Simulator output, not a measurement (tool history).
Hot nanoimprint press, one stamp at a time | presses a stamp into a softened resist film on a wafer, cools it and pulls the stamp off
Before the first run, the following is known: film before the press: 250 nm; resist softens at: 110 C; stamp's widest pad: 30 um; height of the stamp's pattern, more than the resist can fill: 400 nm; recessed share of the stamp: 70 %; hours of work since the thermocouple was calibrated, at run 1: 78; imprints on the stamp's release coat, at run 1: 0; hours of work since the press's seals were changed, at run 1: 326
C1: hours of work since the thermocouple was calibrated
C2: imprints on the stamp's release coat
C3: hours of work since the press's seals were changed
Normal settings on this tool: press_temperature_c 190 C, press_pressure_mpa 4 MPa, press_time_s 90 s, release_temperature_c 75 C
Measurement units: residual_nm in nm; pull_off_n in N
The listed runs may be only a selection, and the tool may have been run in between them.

run 1 day=0 | press_temperature_c=190 press_pressure_mpa=4 press_time_s=90 release_temperature_c=75 | C1=78 C2=0 C3=326 | residual_nm=90.6 pull_off_n=198
run 2 day=1.779 | press_temperature_c=190 press_pressure_mpa=4 press_time_s=90 release_temperature_c=75 | C1=101 C2=146 C3=350 | residual_nm=88.7 pull_off_n=209
run 3 day=4.083 | press_temperature_c=190 press_pressure_mpa=4 press_time_s=90 release_temperature_c=75 | C1=132 C2=335 C3=380 | residual_nm=88.4 pull_off_n=207
run 4 day=7.033 | press_temperature_c=190 press_pressure_mpa=4 press_time_s=90 release_temperature_c=75 | C1=170 C2=578 C3=419 | residual_nm=87.6 pull_off_n=224
run 5 day=8.6 | press_temperature_c=190 press_pressure_mpa=4 press_time_s=90 release_temperature_c=75 | C1=191 C2=707 C3=439 | residual_nm=88.2 pull_off_n=227
run 6 day=10.896 | press_temperature_c=190 press_pressure_mpa=4 press_time_s=90 release_temperature_c=82 | C1=221 C2=896 C3=470 | residual_nm=87.2 pull_off_n=182
run 7 day=13.188 | press_temperature_c=190 press_pressure_mpa=4 press_time_s=90 release_temperature_c=82 | C1=251 C2=1085 C3=500 | residual_nm=86.3 pull_off_n=192
run 8 day=16.317 | press_temperature_c=190 press_pressure_mpa=4 press_time_s=90 release_temperature_c=82 | C1=293 C2=1342 C3=541 | residual_nm=86.2 pull_off_n=196
run 9 day=18.567 | press_temperature_c=190 press_pressure_mpa=4 press_time_s=90 release_temperature_c=82 | C1=322 C2=1527 C3=571 | residual_nm=85.3 pull_off_n=211
-- day=20.417 plate thermocouple calibrated
run 10 day=20.746 | press_temperature_c=190 press_pressure_mpa=2.56 press_time_s=90 release_temperature_c=82 | C1=4 C2=1696 C3=598 | residual_nm=112.8 pull_off_n=238
run 11 day=22.292 | press_temperature_c=190 press_pressure_mpa=4 press_time_s=90 release_temperature_c=75 | C1=25 C2=1823 C3=618 | residual_nm=90.5 pull_off_n=308
-- day=23.954 stamp cleaned and given a new release coat
run 12 day=24.567 | press_temperature_c=190 press_pressure_mpa=4 press_time_s=90 release_temperature_c=75 | C1=51 C2=50 C3=645 | residual_nm=90 pull_off_n=201
run 13 day=26.488 | press_temperature_c=190 press_pressure_mpa=4 press_time_s=90 release_temperature_c=75 | C1=77 C2=208 C3=670 | residual_nm=91 pull_off_n=205
run 14 day=29.296 | press_temperature_c=190 press_pressure_mpa=4 press_time_s=60 release_temperature_c=75 | C1=114 C2=439 C3=707 | residual_nm=108.1 pull_off_n=222
run 15 day=32.204 | press_temperature_c=190 press_pressure_mpa=4 press_time_s=60 release_temperature_c=75 | C1=152 C2=678 C3=745 | residual_nm=108.3 pull_off_n=228
run 16 day=33.908 | press_temperature_c=190 press_pressure_mpa=4 press_time_s=60 release_temperature_c=75 | C1=174 C2=819 C3=768 | residual_nm=105 pull_off_n=228
run 17 day=36.288 | press_temperature_c=190 press_pressure_mpa=4 press_time_s=123 release_temperature_c=66 | C1=206 C2=1014 C3=799 | residual_nm=77.9 pull_off_n=320
run 18 day=39.408 | press_temperature_c=191 press_pressure_mpa=4.31 press_time_s=65 release_temperature_c=68 | C1=247 C2=1271 C3=840 | residual_nm=93.2 pull_off_n=316
run 19 day=41.975 | press_temperature_c=191 press_pressure_mpa=4.31 press_time_s=65 release_temperature_c=68 | C1=281 C2=1482 C3=874 | residual_nm=91.5 pull_off_n=340
run 20 day=44.367 | press_temperature_c=191 press_pressure_mpa=4.31 press_time_s=65 release_temperature_c=68 | C1=312 C2=1679 C3=905 | residual_nm=92.3 pull_off_n=338
run 21 day=45.75 | press_temperature_c=191 press_pressure_mpa=3.48 press_time_s=65 release_temperature_c=68 | C1=330 C2=1793 C3=923 | residual_nm=100.1 pull_off_n=348
-- day=47.121 plate thermocouple calibrated
-- day=47.821 stamp cleaned and given a new release coat
run 22 day=47.954 | press_temperature_c=191 press_pressure_mpa=3.48 press_time_s=65 release_temperature_c=68 | C1=8 C2=11 C3=948 | residual_nm=107.7 pull_off_n=241
run 23 day=49.546 | press_temperature_c=201 press_pressure_mpa=6.05 press_time_s=90 release_temperature_c=67 | C1=29 C2=142 C3=969 | residual_nm=46.9 pull_off_n=264
run 24 day=51.95 | press_temperature_c=190 press_pressure_mpa=4 press_time_s=57 release_temperature_c=75 | C1=60 C2=340 C3=1000 | residual_nm=108.5 pull_off_n=213
run 25 day=53.667 | press_temperature_c=194 press_pressure_mpa=5.37 press_time_s=60 release_temperature_c=67 | C1=83 C2=481 C3=1023 | residual_nm=81.3 pull_off_n=271
run 26 day=55.017 | press_temperature_c=186 press_pressure_mpa=2.6 press_time_s=118 release_temperature_c=75 | C1=101 C2=592 C3=1041 | residual_nm=116.4 pull_off_n=236
run 27 day=57.529 | press_temperature_c=187 press_pressure_mpa=4.43 press_time_s=67 release_temperature_c=67 | C1=134 C2=799 C3=1074 | residual_nm=111.8 pull_off_n=291
run 28 day=59.908 | press_temperature_c=190 press_pressure_mpa=4 press_time_s=55 release_temperature_c=82 | C1=165 C2=995 C3=1105 | residual_nm=109.3 pull_off_n=193
run 29 day=62.042 | press_temperature_c=190 press_pressure_mpa=4 press_time_s=55 release_temperature_c=82 | C1=193 C2=1170 C3=1133 | residual_nm=108.6 pull_off_n=199
run 30 day=63.925 | press_temperature_c=190 press_pressure_mpa=4 press_time_s=55 release_temperature_c=82 | C1=218 C2=1325 C3=1158 | residual_nm=108.3 pull_off_n=214
-- day=64.925 press's hydraulic seals changed and the load cell set to zero
run 31 day=67.342 | press_temperature_c=190 press_pressure_mpa=4 press_time_s=55 release_temperature_c=82 | C1=258 C2=1579 C3=32 | residual_nm=107.4 pull_off_n=217

Alternative continuations, all from the tool just after run 31; predict every row:
run A day=69.488 | press_temperature_c=190 press_pressure_mpa=4.31 press_time_s=53 release_temperature_c=69 | C1=287 C2=1755 C3=60 | residual_nm=? pull_off_n=?
run B day=69.488 | press_temperature_c=190 press_pressure_mpa=2.8 press_time_s=54 release_temperature_c=75 | C1=287 C2=1755 C3=60 | residual_nm=? pull_off_n=?
run C day=69.488 | press_temperature_c=186 press_pressure_mpa=3.56 press_time_s=55 release_temperature_c=69 | C1=287 C2=1755 C3=60 | residual_nm=? pull_off_n=?

run=A residual_nm=105.4 pull_off_n=339
run=B residual_nm=121.1 pull_off_n=304
run=C residual_nm=129.6 pull_off_n=342
Had the tool no hidden state, the same runs would have come out as:
run=A residual_nm=112.6 pull_off_n=236
run=B residual_nm=128.9 pull_off_n=214
run=C residual_nm=137.9 pull_off_n=239
